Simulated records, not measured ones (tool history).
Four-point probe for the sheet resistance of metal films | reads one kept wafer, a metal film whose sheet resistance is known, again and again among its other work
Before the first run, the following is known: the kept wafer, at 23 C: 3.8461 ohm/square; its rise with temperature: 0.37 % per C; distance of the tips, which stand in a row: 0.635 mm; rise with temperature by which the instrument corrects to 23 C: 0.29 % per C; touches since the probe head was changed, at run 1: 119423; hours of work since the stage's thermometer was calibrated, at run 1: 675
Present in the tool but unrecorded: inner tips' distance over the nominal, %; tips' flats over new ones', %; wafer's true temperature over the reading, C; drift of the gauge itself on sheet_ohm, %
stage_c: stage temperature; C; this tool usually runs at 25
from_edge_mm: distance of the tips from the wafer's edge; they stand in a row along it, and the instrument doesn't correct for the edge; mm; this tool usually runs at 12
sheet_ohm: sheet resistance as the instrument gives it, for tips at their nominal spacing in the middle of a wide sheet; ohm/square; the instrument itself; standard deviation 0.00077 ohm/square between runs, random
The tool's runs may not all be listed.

run	hour	stage_c	from_edge_mm	touches since the probe head was changed	hours of work since the stage's thermometer was calibrated	sheet_ohm
1	0.0	25	12	119423	675	3.886938
2	100.8	25	12	124086	729	3.885505
3	195.9	19	12	128483	780	3.868718
4	251.4	19	12	131049	810	3.868547
5	330.7	19	12	134716	852	3.868946
6	447.3	19	12	140111	914	3.868313
7	560.4	19	8	145338	975	3.877262
8	680.3	25	12	150882	1039	3.889260
9	797.6	25	12	156307	1101	3.890161
10	850.4	25	12	158749	1130	3.890071
11	908.4	25	12	161433	1161	3.891006
# hour 965.9: new probe head fitted
12	978.3	25	12	571	1197	3.864984
13	1069.7	19	12	4797	1246	3.845007
14	1134.0	19	12	7771	1280	3.844081
# hour 1143.8: stage's thermometer calibrated
15	1257.2	23	12	13447	61	3.859022
# hour 1317.4: stage's thermometer calibrated, once more
16	1351.0	23	12	17761	18	3.863041
17	1434.9	23	12	21642	63	3.864090
18	1529.5	23	12	26015	113	3.863301
19	1642.6	23	12	31248	174	3.864062
20	1737.8	23	12	35649	225	3.864293
21	1851.3	28	12	40896	285	3.880544
22	1959.7	24	56	45912	343	3.864057
23	2079.2	24	4	51436	407	3.916104
24	2146.4	34	50	54546	443	3.895845
25	2246.1	34	50	59152	496	3.895258
26	2297.5	34	50	61532	524	3.894708
27	2385.2	34	50	65589	570	3.895417
28	2497.5	34	50	70780	630	3.896550
29	2619.6	35	9	76426	696	3.909921
30	2700.4	23	73	80164	739	3.865294
31	2754.2	33	12	82650	767	3.901430
32	2874.7	18	7	88224	832	3.866906
33	2980.5	22	9	93115	888	3.872620
34	3075.9	28	19	97527	939	3.884775
35	3142.4	25	10	100606	975	3.882048
36	3203.6	34	4	103436	1008	3.953318
37	3287.3	30	23	107303	1052	3.891709
38	3373.2	30	44	111278	1098	3.890950

Here are 3 independent what-if runs from the current tool condition. What would each one return?
A	3440.6	28	26	114392	1134	?
B	3440.6	21	45	114392	1134	?
C	3440.6	23	46	114392	1134	?

run	sheet_ohm
A	3.885219
B	3.863112
C	3.868687
Had the tool no hidden state, the same runs would have come out as:
run	sheet_ohm
A	3.861824
B	3.839973
C	3.845479
